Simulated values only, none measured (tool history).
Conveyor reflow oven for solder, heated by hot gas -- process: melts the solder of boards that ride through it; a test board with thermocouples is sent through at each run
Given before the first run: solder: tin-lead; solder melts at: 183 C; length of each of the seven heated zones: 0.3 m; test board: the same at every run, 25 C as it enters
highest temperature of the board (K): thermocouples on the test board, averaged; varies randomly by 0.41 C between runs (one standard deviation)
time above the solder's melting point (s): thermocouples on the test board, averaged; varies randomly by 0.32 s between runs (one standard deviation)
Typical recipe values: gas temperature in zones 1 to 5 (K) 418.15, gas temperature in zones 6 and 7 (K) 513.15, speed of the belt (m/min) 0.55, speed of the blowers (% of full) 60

run	hour	gas temperature in zones 1 to 5 (K)	gas temperature in zones 6 and 7 (K)	speed of the belt (m/min)	speed of the blowers (% of full)	highest temperature of the board (K)	time above the solder's melting point (s)
1	0	418.15	513.15	0.55	60	488.55	48.5
2	11.4	418.15	513.15	0.55	60	488.25	49.3
3	22.2	418.15	513.15	0.567	60	487.55	46.7
4	37.4	418.15	513.15	0.567	60	486.65	46
5	48.6	418.15	522.15	0.567	60	494.15	51
6	63.3	418.15	513.15	0.55	60	488.55	49.4
7	72.6	418.15	513.15	0.55	60	488.15	49.3
# hour 78.2: belt drive overhauled, speed set with a stopwatch
8	93.7	415.15	513.15	0.55	60	488.25	47.6
9	101.8	415.15	513.15	0.55	60	488.05	47.8
10	110.6	418.15	527.15	0.55	60	499.55	56.4
11	121.7	418.15	513.15	0.519	53	487.75	51.3
12	133.5	418.15	513.15	0.519	53	487.75	51.3
# hour 138.3: belt drive overhauled, speed set with a stopwatch, once more
13	150.8	411.15	528.15	0.659	79	497.75	43.8
14	163.2	406.15	501.15	0.526	86	484.45	45.5
15	177.5	406.15	501.15	0.526	86	484.35	45.3
16	189.9	427.15	509.15	0.55	60	486.65	50.9
17	198.4	429.15	509.15	0.55	60	487.15	51.2
18	211.2	411.15	513.15	0.502	60	489.45	52
19	224.3	411.15	513.15	0.502	60	488.85	51.5

Branching from run 19: 4 alternative next runs. What would each branch give?
A	241	411.15	513.15	0.593	60	?	?
B	241	433.15	513.15	0.515	60	?	?
C	241	413.15	513.15	0.49	85	?	?
D	241	412.15	513.15	0.502	64	?	?

run	highest temperature of the board (K)	time above the solder's melting point (s)
A	482.75	37
B	493.65	61.7
C	497.55	60.4
D	490.75	53.6
Without the tool's hidden state the same runs would have given:
run	highest temperature of the board (K)	time above the solder's melting point (s)
A	485.15	39.1
B	495.65	63.1
C	499.85	61.9
D	493.05	55.4

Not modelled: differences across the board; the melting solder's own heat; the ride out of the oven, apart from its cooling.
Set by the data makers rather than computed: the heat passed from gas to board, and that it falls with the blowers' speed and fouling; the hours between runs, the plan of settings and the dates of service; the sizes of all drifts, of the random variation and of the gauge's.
